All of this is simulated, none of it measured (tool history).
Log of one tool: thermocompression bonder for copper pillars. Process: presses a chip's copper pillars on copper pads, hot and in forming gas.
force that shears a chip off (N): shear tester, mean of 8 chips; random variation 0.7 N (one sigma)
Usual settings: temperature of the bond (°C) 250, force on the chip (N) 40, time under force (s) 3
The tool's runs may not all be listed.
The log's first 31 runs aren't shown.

run	hour	temperature of the bond (°C)	force on the chip (N)	time under force (s)	force that shears a chip off (N)
# hour 1306: forming gas filter changed
32	1312.7	222	35	4	35.6
33	1363.5	273	40	3	63.7
34	1406.6	244	52	8	74.6
# hour 1463.3: heater calibrated with a thermocouple chip
35	1463.3	265	55	4	71.7
36	1503.2	249	56	2	57.6
37	1559.6	249	56	2	57.5
38	1583.3	245	28	3	32.1
39	1610.7	275	28	8	60.1

Forecast each of these 5 alternatives for the next run:
A	1650.9	242	30	8	?
B	1650.9	264	57	5	?
C	1650.9	254	28	8	?
D	1650.9	278	28	3	?
E	1650.9	237	28	2	?

run	force that shears a chip off (N)
A	47.1
B	75.4
C	49.2
D	46.6
E	25.1
Without the tool's hidden state the same runs would have given:
run	force that shears a chip off (N)
A	46.8
B	76.5
C	48.9
D	46.3
E	24.7
